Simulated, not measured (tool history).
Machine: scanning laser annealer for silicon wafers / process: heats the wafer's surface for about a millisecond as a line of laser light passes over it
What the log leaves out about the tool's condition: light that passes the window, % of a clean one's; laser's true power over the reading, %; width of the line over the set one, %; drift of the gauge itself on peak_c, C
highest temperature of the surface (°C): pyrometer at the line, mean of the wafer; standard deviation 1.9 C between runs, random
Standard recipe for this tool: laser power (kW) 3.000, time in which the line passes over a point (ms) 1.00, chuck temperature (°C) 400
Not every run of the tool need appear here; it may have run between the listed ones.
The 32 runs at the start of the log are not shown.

run	hour	laser power (kW)	time in which the line passes over a point (ms)	chuck temperature (°C)	hours of work since the window was cleaned	hours of work since the power meter was calibrated	hours of work since the optics were aligned	highest temperature of the surface (°C)
# hour 1475.1: window over the wafer cleaned
33	1533.5	3.270	1.00	433	27	1985	1089	1284
34	1575.9	3.294	1.00	400	47	2005	1108	1260
35	1644.2	3.289	1.00	431	79	2037	1140	1285
36	1684.9	3.289	1.00	431	98	2056	1159	1286
37	1722.6	3.000	0.94	417	115	2073	1177	1168
38	1788.9	3.000	1.05	381	146	2104	1207	1177
39	1841.7	2.765	1.02	364	170	2129	1232	1089
40	1907.8	2.615	1.24	430	201	2159	1263	1193

Here are 3 independent what-if runs from the current tool condition. What would each one return?
A	1941.6	3.241	0.87	427	217	2175	1278	?
B	1941.6	2.627	1.24	430	217	2175	1278	?
C	1941.6	2.998	1.24	430	217	2175	1278	?

run	highest temperature of the surface (°C)
A	1198
B	1197
C	1302
Take away the tool's hidden state, keep each run's random variation, and the runs would have read:
run	highest temperature of the surface (°C)
A	1233
B	1232
C	1342
